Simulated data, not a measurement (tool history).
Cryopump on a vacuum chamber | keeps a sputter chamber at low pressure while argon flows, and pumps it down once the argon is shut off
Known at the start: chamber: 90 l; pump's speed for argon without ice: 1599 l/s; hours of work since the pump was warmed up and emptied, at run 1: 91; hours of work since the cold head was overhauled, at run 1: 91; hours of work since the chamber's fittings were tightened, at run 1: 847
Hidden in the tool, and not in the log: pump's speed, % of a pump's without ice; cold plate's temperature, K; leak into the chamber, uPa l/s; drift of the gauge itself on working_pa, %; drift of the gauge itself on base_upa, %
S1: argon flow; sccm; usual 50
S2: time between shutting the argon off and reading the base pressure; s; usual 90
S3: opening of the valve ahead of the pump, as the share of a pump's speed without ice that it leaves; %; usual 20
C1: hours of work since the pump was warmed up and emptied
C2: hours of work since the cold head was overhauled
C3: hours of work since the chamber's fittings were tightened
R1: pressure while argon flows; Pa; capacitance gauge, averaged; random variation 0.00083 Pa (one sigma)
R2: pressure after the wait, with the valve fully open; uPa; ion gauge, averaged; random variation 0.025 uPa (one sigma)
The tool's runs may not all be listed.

Run 1, hour 0.0: usual settings; C1 91; C2 91; C3 847. Result: R1 0.2688 Pa, R2 1.41 uPa.
Run 2, hour 14.7: usual settings; C1 101; C2 101; C3 857. Result: R1 0.2682 Pa, R2 1.48 uPa.
Run 3, hour 24.8: usual settings; C1 107; C2 107; C3 864. Result: R1 0.2693 Pa, R2 1.52 uPa.
Run 4, hour 34.1: usual settings; C1 114; C2 114; C3 870. Result: R1 0.2702 Pa, R2 1.46 uPa.
Run 5, hour 43.0: usual settings but S2 261 s; C1 119; C2 119; C3 876. Result: R1 0.2684 Pa, R2 1.00 uPa.
Run 6, hour 59.6: usual settings but S2 261 s; C1 130; C2 130; C3 887. Result: R1 0.2688 Pa, R2 0.98 uPa.
Run 7, hour 66.8: usual settings but S3 19 %; C1 135; C2 135; C3 892. Result: R1 0.2827 Pa, R2 1.52 uPa.
Run 8, hour 75.5: usual settings but S3 19 %; C1 141; C2 141; C3 897. Result: R1 0.2840 Pa, R2 1.59 uPa.
Run 9, hour 93.3: usual settings but S3 19 %; C1 153; C2 153; C3 909. Result: R1 0.2856 Pa, R2 1.51 uPa.
Run 10, hour 109.3: usual settings but S3 19 %; C1 163; C2 163; C3 920. Result: R1 0.2860 Pa, R2 1.52 uPa.
Run 11, hour 122.8: usual settings but S3 19 %; C1 172; C2 172; C3 929. Result: R1 0.2847 Pa, R2 1.55 uPa.
Run 12, hour 135.0: usual settings but S3 19 %; C1 180; C2 180; C3 937. Result: R1 0.2861 Pa, R2 1.52 uPa.
Run 13, hour 144.5: usual settings but S1 44 sccm; C1 187; C2 187; C3 943. Result: R1 0.2386 Pa, R2 1.59 uPa.
Run 14, hour 161.5: usual settings but S1 44 sccm; C1 198; C2 198; C3 954. Result: R1 0.2395 Pa, R2 1.56 uPa.
Run 15, hour 178.6: usual settings but S1 47 sccm, S3 35 %; C1 209; C2 209; C3 966. Result: R1 0.1495 Pa, R2 1.60 uPa.
Run 16, hour 192.6: usual settings but S1 47 sccm, S3 35 %; C1 219; C2 219; C3 975. Result: R1 0.1504 Pa, R2 1.61 uPa.
Run 17, hour 210.3: usual settings but S1 49 sccm, S2 45 s, S3 24 %; C1 230; C2 230; C3 987. Result: R1 0.2250 Pa, R2 2.35 uPa.
Run 18, hour 225.7: usual settings but S1 49 sccm, S2 45 s, S3 24 %; C1 241; C2 241; C3 997. Result: R1 0.2251 Pa, R2 2.38 uPa.
Run 19, hour 235.3: usual settings but S2 280 s, S3 39 %; C1 247; C2 247; C3 1003. Result: R1 0.1457 Pa, R2 1.09 uPa.
Run 20, hour 252.4: usual settings but S1 34 sccm, S2 280 s, S3 29 %; C1 258; C2 258; C3 1015. Result: R1 0.1302 Pa, R2 1.15 uPa.
Run 21, hour 269.9: usual settings but S1 34 sccm, S2 165 s, S3 29 %; C1 270; C2 270; C3 1026. Result: R1 0.1308 Pa, R2 1.30 uPa.
Run 22, hour 284.8: usual settings but S3 24 %; C1 280; C2 280; C3 1036. Result: R1 0.2309 Pa, R2 1.65 uPa.
Run 23, hour 294.4: usual settings but S3 24 %; C1 286; C2 286; C3 1042. Result: R1 0.2311 Pa, R2 1.71 uPa.
Run 24, hour 303.0: usual settings but S3 24 %; C1 292; C2 292; C3 1048. Result: R1 0.2316 Pa, R2 1.69 uPa.
Run 25, hour 316.9: usual settings but S3 24 %; C1 301; C2 301; C3 1057. Result: R1 0.2322 Pa, R2 1.69 uPa.
Run 26, hour 327.8: usual settings but S1 49 sccm, S2 28 s, S3 26 %; C1 308; C2 308; C3 1065. Result: R1 0.2114 Pa, R2 3.29 uPa.
Run 27, hour 344.0: usual settings but S1 42 sccm, S2 44 s, S3 15 %; C1 319; C2 319; C3 1075. Result: R1 0.3071 Pa, R2 2.54 uPa.

Some steps in R1 between neighbouring runs. How much of each would the tool show without its hidden state too (settings, what came in, random variation), and how much is left for the hidden state, with any gauge scatter that isn't in both results?
Run 19 -> 20: S1 50 -> 34, S3 39 -> 29. R1 -0.0155 Pa: hidden state -0.0028, all else -0.0127.
Run 21 -> 22: S1 34 -> 50, S2 165 -> 90, S3 29 -> 24. R1 +0.1001 Pa: hidden state +0.0037, all else +0.0964.
Run 26 -> 27: S1 49 -> 42, S2 28 -> 44, S3 26 -> 15. R1 +0.0957 Pa: hidden state -0.0013, all else +0.0970.
